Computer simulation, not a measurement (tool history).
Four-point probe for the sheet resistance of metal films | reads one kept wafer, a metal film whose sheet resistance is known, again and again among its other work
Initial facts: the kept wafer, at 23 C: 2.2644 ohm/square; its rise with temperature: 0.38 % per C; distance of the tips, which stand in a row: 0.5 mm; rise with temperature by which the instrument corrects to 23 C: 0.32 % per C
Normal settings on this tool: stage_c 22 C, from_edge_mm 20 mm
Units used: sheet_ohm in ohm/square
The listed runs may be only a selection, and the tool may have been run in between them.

{"run": 1, "hour": 0.0, "stage_c": 22, "from_edge_mm": 20, "sheet_ohm": 2.249158}
{"run": 2, "hour": 46.2, "stage_c": 22, "from_edge_mm": 20, "sheet_ohm": 2.247876}
{"run": 3, "hour": 105.1, "stage_c": 22, "from_edge_mm": 20, "sheet_ohm": 2.24709}
{"run": 4, "hour": 142.7, "stage_c": 22, "from_edge_mm": 8, "sheet_ohm": 2.249771}
{"run": 5, "hour": 206.7, "stage_c": 22, "from_edge_mm": 8, "sheet_ohm": 2.248955}
{"run": 6, "hour": 272.9, "stage_c": 22, "from_edge_mm": 8, "sheet_ohm": 2.247382}
{"hour": 288.9, "done": "new probe head fitted"}
{"run": 7, "hour": 344.1, "stage_c": 22, "from_edge_mm": 20, "sheet_ohm": 2.265087}
{"run": 8, "hour": 384.4, "stage_c": 22, "from_edge_mm": 20, "sheet_ohm": 2.264911}
{"run": 9, "hour": 445.8, "stage_c": 22, "from_edge_mm": 20, "sheet_ohm": 2.263792}
{"run": 10, "hour": 509.0, "stage_c": 22, "from_edge_mm": 20, "sheet_ohm": 2.262091}
{"run": 11, "hour": 591.8, "stage_c": 22, "from_edge_mm": 20, "sheet_ohm": 2.260267}
{"run": 12, "hour": 646.9, "stage_c": 21, "from_edge_mm": 32, "sheet_ohm": 2.256626}
{"run": 13, "hour": 713.7, "stage_c": 21, "from_edge_mm": 32, "sheet_ohm": 2.256275}
{"run": 14, "hour": 774.1, "stage_c": 21, "from_edge_mm": 32, "sheet_ohm": 2.254805}
{"run": 15, "hour": 841.1, "stage_c": 21, "from_edge_mm": 32, "sheet_ohm": 2.252449}
{"run": 16, "hour": 875.1, "stage_c": 20, "from_edge_mm": 66, "sheet_ohm": 2.251102}
{"run": 17, "hour": 947.1, "stage_c": 25, "from_edge_mm": 35, "sheet_ohm": 2.256039}
{"run": 18, "hour": 1013.2, "stage_c": 25, "from_edge_mm": 35, "sheet_ohm": 2.255568}
{"run": 19, "hour": 1062.1, "stage_c": 30, "from_edge_mm": 20, "sheet_ohm": 2.261444}
{"run": 20, "hour": 1114.6, "stage_c": 22, "from_edge_mm": 26, "sheet_ohm": 2.249623}
{"run": 21, "hour": 1187.6, "stage_c": 25, "from_edge_mm": 20, "sheet_ohm": 2.252346}

3 options for the next run, each taken on its own from the tool as it stands now. Forecast them:
{"run": "A", "hour": 1240.6, "stage_c": 31, "from_edge_mm": 18, "sheet_ohm": "?"}
{"run": "B", "hour": 1240.6, "stage_c": 23, "from_edge_mm": 20, "sheet_ohm": "?"}
{"run": "C", "hour": 1240.6, "stage_c": 29, "from_edge_mm": 21, "sheet_ohm": "?"}

run=A sheet_ohm=2.258727
run=B sheet_ohm=2.24836
run=C sheet_ohm=2.256017
The same runs, with their run-to-run variation unchanged, on a tool lacking any hidden condition would have given:
run=A sheet_ohm=2.275616
run=B sheet_ohm=2.265224
run=C sheet_ohm=2.272899
